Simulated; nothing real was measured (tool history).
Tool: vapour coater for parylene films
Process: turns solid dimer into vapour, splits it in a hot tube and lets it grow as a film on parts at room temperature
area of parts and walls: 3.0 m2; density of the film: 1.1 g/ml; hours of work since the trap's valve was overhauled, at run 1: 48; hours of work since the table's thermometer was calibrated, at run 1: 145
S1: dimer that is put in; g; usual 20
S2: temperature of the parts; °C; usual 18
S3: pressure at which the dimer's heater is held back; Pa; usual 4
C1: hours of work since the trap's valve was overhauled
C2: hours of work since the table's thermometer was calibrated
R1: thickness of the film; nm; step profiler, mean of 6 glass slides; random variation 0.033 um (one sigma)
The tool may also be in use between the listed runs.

run 1 hour=0 | S1=20 S2=18 S3=4 | C1=48 C2=145 | R1=3230
run 2 hour=15.8 | S1=20 S2=18 S3=4 | C1=60 C2=158 | R1=3220
run 3 hour=36 | S1=20 S2=18 S3=4 | C1=77 C2=174 | R1=3200
run 4 hour=50.7 | S1=20 S2=18 S3=4 | C1=88 C2=186 | R1=3220
run 5 hour=59.5 | S1=20 S2=18 S3=4 | C1=95 C2=193 | R1=3150
run 6 hour=68.1 | S1=32 S2=18 S3=4 | C1=102 C2=200 | R1=5100
run 7 hour=85.7 | S1=32 S2=18 S3=4 | C1=116 C2=214 | R1=5070
run 8 hour=104.6 | S1=20 S2=18 S3=5.42 | C1=131 C2=229 | R1=3110
-- hour=106.8 table's thermometer calibrated
run 9 hour=124.6 | S1=20 S2=18 S3=5.42 | C1=147 C2=14 | R1=3040
run 10 hour=141.7 | S1=20 S2=18 S3=5.42 | C1=160 C2=28 | R1=3070
run 11 hour=162.5 | S1=20 S2=18 S3=5.42 | C1=177 C2=45 | R1=3020
run 12 hour=171.1 | S1=25 S2=29 S3=4.45 | C1=184 C2=51 | R1=3160
run 13 hour=181.3 | S1=20 S2=12 S3=4 | C1=192 C2=60 | R1=3460
run 14 hour=200.8 | S1=20 S2=15 S3=6.18 | C1=208 C2=75 | R1=3200
run 15 hour=210.6 | S1=20 S2=15 S3=6.18 | C1=216 C2=83 | R1=3160
-- hour=213.4 table's thermometer calibrated, once more
run 16 hour=225 | S1=9 S2=25 S3=6.59 | C1=226 C2=9 | R1=1120
run 17 hour=238.4 | S1=20 S2=18 S3=9.76 | C1=237 C2=20 | R1=2830
run 18 hour=251.7 | S1=8 S2=18 S3=2.34 | C1=248 C2=31 | R1=1280
run 19 hour=262.9 | S1=13 S2=14 S3=2.91 | C1=257 C2=40 | R1=2120
run 20 hour=283.8 | S1=34 S2=14 S3=6.07 | C1=273 C2=56 | R1=5260

5 ways to go on from here, each from the tool as it stands after run 20. What would each give?
run A hour=298.7 | S1=20 S2=13 S3=4 | C1=285 C2=68 | R1=?
run B hour=298.7 | S1=20 S2=18 S3=8.03 | C1=285 C2=68 | R1=?
run C hour=298.7 | S1=11 S2=25 S3=4.51 | C1=285 C2=68 | R1=?
run D hour=298.7 | S1=11 S2=22 S3=2.32 | C1=285 C2=68 | R1=?
run E hour=298.7 | S1=11 S2=18 S3=4 | C1=285 C2=68 | R1=?

run=A R1=3260
run=B R1=2800
run=C R1=1440
run=D R1=1560
run=E R1=1640
Without the tool's hidden state the same runs would have given:
run=A R1=3600
run=B R1=3090
run=C R1=1580
run=D R1=1720
run=E R1=1810
